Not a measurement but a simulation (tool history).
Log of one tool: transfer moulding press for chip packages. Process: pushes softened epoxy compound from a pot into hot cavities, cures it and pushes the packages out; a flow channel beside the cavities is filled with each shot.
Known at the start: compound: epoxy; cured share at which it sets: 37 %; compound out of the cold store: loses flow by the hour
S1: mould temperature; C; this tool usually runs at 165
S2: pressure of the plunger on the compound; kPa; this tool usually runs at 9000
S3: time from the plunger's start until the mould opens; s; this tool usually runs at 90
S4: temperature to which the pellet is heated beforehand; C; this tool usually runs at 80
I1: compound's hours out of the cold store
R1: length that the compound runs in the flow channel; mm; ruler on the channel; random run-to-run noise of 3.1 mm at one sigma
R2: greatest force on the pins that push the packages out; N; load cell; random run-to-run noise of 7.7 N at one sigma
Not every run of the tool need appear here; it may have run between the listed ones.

{"run": 1, "hour": 0.0, "S1": 165, "S2": 9000, "S3": 90, "S4": 80, "I1": 29.2, "R1": 766, "R2": 446}
{"run": 2, "hour": 10.3, "S1": 165, "S2": 9000, "S3": 90, "S4": 80, "I1": 10.2, "R1": 824, "R2": 502}
{"run": 3, "hour": 15.4, "S1": 165, "S2": 9000, "S3": 90, "S4": 86, "I1": 10.6, "R1": 822, "R2": 502}
{"hour": 19.4, "done": "cavities cleaned with cleaning compound and waxed"}
{"run": 4, "hour": 27.3, "S1": 165, "S2": 9000, "S3": 90, "S4": 86, "I1": 8.8, "R1": 833, "R2": 384}
{"run": 5, "hour": 36.5, "S1": 165, "S2": 9000, "S3": 90, "S4": 86, "I1": 21.9, "R1": 775, "R2": 427}
{"run": 6, "hour": 44.8, "S1": 165, "S2": 9000, "S3": 90, "S4": 86, "I1": 27.3, "R1": 765, "R2": 468}
{"run": 7, "hour": 50.4, "S1": 165, "S2": 9000, "S3": 90, "S4": 86, "I1": 8.7, "R1": 830, "R2": 486}
{"hour": 57.9, "done": "cavities cleaned with cleaning compound and waxed"}
{"run": 8, "hour": 60.3, "S1": 165, "S2": 9000, "S3": 90, "S4": 86, "I1": 18.4, "R1": 793, "R2": 350}
{"run": 9, "hour": 66.0, "S1": 165, "S2": 9000, "S3": 90, "S4": 86, "I1": 35.6, "R1": 730, "R2": 383}
{"run": 10, "hour": 76.1, "S1": 165, "S2": 9000, "S3": 90, "S4": 86, "I1": 20.8, "R1": 780, "R2": 442}
{"run": 11, "hour": 83.5, "S1": 164, "S2": 9000, "S3": 90, "S4": 80, "I1": 32.1, "R1": 751, "R2": 490}
{"run": 12, "hour": 88.5, "S1": 165, "S2": 9000, "S3": 90, "S4": 80, "I1": 9.7, "R1": 821, "R2": 504}
{"hour": 96.6, "done": "cavities cleaned with cleaning compound and waxed"}
{"run": 13, "hour": 100.0, "S1": 165, "S2": 9000, "S3": 105, "S4": 80, "I1": 44.4, "R1": 711, "R2": 320}
{"run": 14, "hour": 106.3, "S1": 165, "S2": 9000, "S3": 105, "S4": 80, "I1": 13.4, "R1": 809, "R2": 357}
{"run": 15, "hour": 114.9, "S1": 165, "S2": 8300, "S3": 105, "S4": 80, "I1": 31.3, "R1": 713, "R2": 395}
{"run": 16, "hour": 123.6, "S1": 165, "S2": 8050, "S3": 90, "S4": 81, "I1": 28.7, "R1": 715, "R2": 485}
{"run": 17, "hour": 130.0, "S1": 163, "S2": 10870, "S3": 102, "S4": 71, "I1": 28.0, "R1": 838, "R2": 499}
{"hour": 134.9, "done": "cavities cleaned with cleaning compound and waxed"}
{"run": 18, "hour": 137.7, "S1": 168, "S2": 9000, "S3": 97, "S4": 80, "I1": 30.9, "R1": 741, "R2": 314}
{"run": 19, "hour": 148.4, "S1": 168, "S2": 9000, "S3": 97, "S4": 80, "I1": 14.9, "R1": 790, "R2": 360}
{"run": 20, "hour": 157.8, "S1": 168, "S2": 9000, "S3": 97, "S4": 80, "I1": 25.6, "R1": 756, "R2": 399}
{"run": 21, "hour": 167.2, "S1": 159, "S2": 7450, "S3": 121, "S4": 86, "I1": 41.8, "R1": 662, "R2": 464}
{"hour": 173.2, "done": "cavities cleaned with cleaning compound and waxed"}
{"run": 22, "hour": 177.2, "S1": 165, "S2": 9000, "S3": 74, "S4": 88, "I1": 29.6, "R1": 744, "R2": 490}
{"run": 23, "hour": 187.7, "S1": 165, "S2": 9000, "S3": 74, "S4": 82, "I1": 44.4, "R1": 697, "R2": 556}
{"run": 24, "hour": 198.1, "S1": 165, "S2": 9000, "S3": 107, "S4": 82, "I1": 38.4, "R1": 721, "R2": 401}
{"run": 25, "hour": 206.3, "S1": 165, "S2": 8880, "S3": 107, "S4": 85, "I1": 17.0, "R1": 783, "R2": 452}
{"hour": 211.8, "done": "cavities cleaned with cleaning compound and waxed"}
{"run": 26, "hour": 216.3, "S1": 160, "S2": 9290, "S3": 75, "S4": 85, "I1": 40.2, "R1": 740, "R2": 686}
{"run": 27, "hour": 220.9, "S1": 163, "S2": 9000, "S3": 95, "S4": 82, "I1": 29.9, "R1": 753, "R2": 388}
{"run": 28, "hour": 226.0, "S1": 165, "S2": 7630, "S3": 123, "S4": 80, "I1": 20.3, "R1": 712, "R2": 349}

3 ways to go on from here, each from the tool as it stands after run 28. What would each give?
{"run": "A", "hour": 233.2, "S1": 172, "S2": 8570, "S3": 123, "S4": 80, "I1": 10.5, "R1": "?", "R2": "?"}
{"run": "B", "hour": 233.2, "S1": 165, "S2": 7540, "S3": 72, "S4": 88, "I1": 32.0, "R1": "?", "R2": "?"}
{"run": "C", "hour": 233.2, "S1": 171, "S2": 7460, "S3": 123, "S4": 80, "I1": 17.5, "R1": "?", "R2": "?"}

run=A R1=771 R2=359
run=B R1=676 R2=643
run=C R1=701 R2=357
With no hidden state in the tool, these same runs would have given:
run=A R1=785 R2=270
run=B R1=688 R2=458
run=C R1=713 R2=268
